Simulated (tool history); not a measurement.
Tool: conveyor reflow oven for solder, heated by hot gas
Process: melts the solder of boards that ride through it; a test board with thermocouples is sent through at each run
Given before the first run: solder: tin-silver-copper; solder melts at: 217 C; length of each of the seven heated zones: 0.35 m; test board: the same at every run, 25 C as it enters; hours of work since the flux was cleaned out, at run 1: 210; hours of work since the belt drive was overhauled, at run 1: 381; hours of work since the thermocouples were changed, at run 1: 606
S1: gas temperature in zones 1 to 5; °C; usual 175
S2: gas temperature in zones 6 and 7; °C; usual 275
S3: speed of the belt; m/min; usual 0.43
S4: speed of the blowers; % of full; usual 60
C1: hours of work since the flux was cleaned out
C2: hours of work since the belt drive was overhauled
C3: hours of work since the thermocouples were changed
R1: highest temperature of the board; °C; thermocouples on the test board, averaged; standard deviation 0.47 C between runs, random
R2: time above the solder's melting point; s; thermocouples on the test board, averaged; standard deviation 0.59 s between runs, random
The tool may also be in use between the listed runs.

Run 1, day 0: usual settings; C1 210; C2 381; C3 606. Result: R1 260.8 °C, R2 82.5 s.
Run 2, day 2.342: usual settings; C1 235; C2 407; C3 631. Result: R1 262.7 °C, R2 83.1 s.
Run 3, day 5.146: usual settings but S1 170 °C; C1 265; C2 437; C3 661. Result: R1 261.3 °C, R2 80.8 s.
Run 4, day 7.217: usual settings but S1 170 °C; C1 288; C2 459; C3 684. Result: R1 260.6 °C, R2 79.9 s.
Run 5, day 10.229: usual settings but S4 82 % of full; C1 320; C2 492; C3 716. Result: R1 265.3 °C, R2 85.6 s.
Run 6, day 13.829: usual settings but S1 173 °C, S3 0.41 m/min, S4 50 % of full; C1 359; C2 531; C3 755. Result: R1 261 °C, R2 85.4 s.
Run 7, day 17.188: usual settings but S1 178 °C, S3 0.399 m/min, S4 50 % of full; C1 396; C2 567; C3 792. Result: R1 261.8 °C, R2 92.8 s.
Run 8, day 18.767: usual settings but S1 178 °C, S3 0.399 m/min, S4 50 % of full; C1 413; C2 584; C3 809. Result: R1 261.5 °C, R2 91.1 s.
Run 9, day 20.504: usual settings but S1 185 °C; C1 432; C2 603; C3 827. Result: R1 263.8 °C, R2 88.9 s.
At day 22.188: flux residue cleaned out of gas plates and filters.
Run 10, day 23.988: usual settings but S1 180 °C, S4 52 % of full; C1 19; C2 639; C3 863. Result: R1 261.3 °C, R2 85.2 s.

Each row is a separate what-if for the run after 10, all from the same tool condition, not one after another. Results?
Run A, day 27.504: usual settings but S2 264 °C, S4 71 % of full; C1 58; C2 677; C3 901. Result: R1 ?, R2 ?.
Run B, day 27.504: usual settings but S1 167 °C, S3 0.464 m/min, S4 62 % of full; C1 58; C2 677; C3 901. Result: R1 ?, R2 ?.
Run C, day 27.504: usual settings but S1 190 °C, S4 52 % of full; C1 58; C2 677; C3 901. Result: R1 ?, R2 ?.
Run D, day 27.504: usual settings but S1 180 °C, S2 290 °C, S4 52 % of full; C1 58; C2 677; C3 901. Result: R1 ?, R2 ?.

run     R1    R2
  A  254.7  78.8
  B  259.8  72.3
  C  264.3  91.9
  D  276.7  93.4
Without the tool's unlogged condition, the same runs would have read:
run     R1    R2
  A  252.4  75.8
  B  257.5  69.5
  C  262.1    89
  D  274.3  90.7
